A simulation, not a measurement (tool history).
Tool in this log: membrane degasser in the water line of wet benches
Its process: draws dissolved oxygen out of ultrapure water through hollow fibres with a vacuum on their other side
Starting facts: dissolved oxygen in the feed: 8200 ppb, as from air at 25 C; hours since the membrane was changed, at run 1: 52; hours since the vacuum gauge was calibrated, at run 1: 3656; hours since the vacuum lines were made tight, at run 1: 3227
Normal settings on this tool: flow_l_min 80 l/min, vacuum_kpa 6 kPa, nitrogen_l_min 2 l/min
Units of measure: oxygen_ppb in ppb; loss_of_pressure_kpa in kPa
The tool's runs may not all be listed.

run,hour,flow_l_min,vacuum_kpa,nitrogen_l_min,hours since the membrane was changed,hours since the vacuum gauge was calibrated,hours since the vacuum lines were made tight,oxygen_ppb,loss_of_pressure_kpa
1,0,80,6,2,52,3656,3227,217.8,49.83
2,29.7,80,6,2,81,3686,3257,221.8,49.44
3,75.4,80,6,2,127,3731,3303,217.6,49.49
4,114.9,80,6,4.71,167,3771,3342,110.5,50.12
5,141.8,80,6,2,194,3798,3369,224.2,49.41
6,179,80,6,2,231,3835,3406,218.8,49.73
7,241.8,80,6,1.65,294,3898,3469,262.6,49.54
8,300.1,80,3.77,2,352,3956,3527,48.2,49.49
9,363.1,80,3.77,2,415,4019,3590,47.9,49.57
10,411.8,80,6,0.81,464,4068,3639,418.6,49.91
11,474.6,80,6,0.81,526,4131,3702,423.4,49.22
12,505.5,80,6,2,557,4162,3733,221,49.32
13,537.1,80,6,2,589,4193,3764,222.7,49.78
14,584.5,80,6,2,636,4241,3812,223.6,49.38
15,646.7,80,6,2,698,4303,3874,220.7,49.57
16,695.9,110,8.98,1.03,748,4352,3923,875.3,68.23
17,748.4,110,8.98,1.41,800,4404,3976,710.7,68.52
18,803.5,111,7.14,1.63,855,4460,4031,468.5,69.06
19,840.2,116,6.07,2,892,4496,4067,309.5,72.01
20,874.9,82,5.32,2,927,4531,4102,171.2,50.42
21,914.3,99,10.16,0.9,966,4570,4141,1043.8,61.44
22,956.6,80,7.39,2.86,1008,4613,4184,245.1,49.69
23,991.1,107,8.15,1.46,1043,4647,4218,601.4,66.58
24,1045,107,8.15,1.46,1097,4701,4272,594.3,67.22
25,1081.1,64,9.72,6,1133,4737,4308,161,39.49
# hour 1087.8: vacuum gauge calibrated
26,1145.8,51,6,2,1197,58,4372,150.3,31.95
27,1194.1,75,6.06,0.94,1245,106,4421,369.3,46.23

Branching from run 27: 3 alternative next runs. What would each branch give?
A,1238,80,5.14,3.22,1289,150,4465,?,?
B,1238,59,6,4.51,1289,150,4465,?,?
C,1238,75,11.48,3.88,1289,150,4465,?,?

run,oxygen_ppb,loss_of_pressure_kpa
A,104.1,49.42
B,85.9,36.74
C,347.9,46.48
Stripped of hidden state, with their random variation kept, the same runs would have yielded:
run,oxygen_ppb,loss_of_pressure_kpa
A,104.1,49.41
B,85.8,36.73
C,347.9,46.48

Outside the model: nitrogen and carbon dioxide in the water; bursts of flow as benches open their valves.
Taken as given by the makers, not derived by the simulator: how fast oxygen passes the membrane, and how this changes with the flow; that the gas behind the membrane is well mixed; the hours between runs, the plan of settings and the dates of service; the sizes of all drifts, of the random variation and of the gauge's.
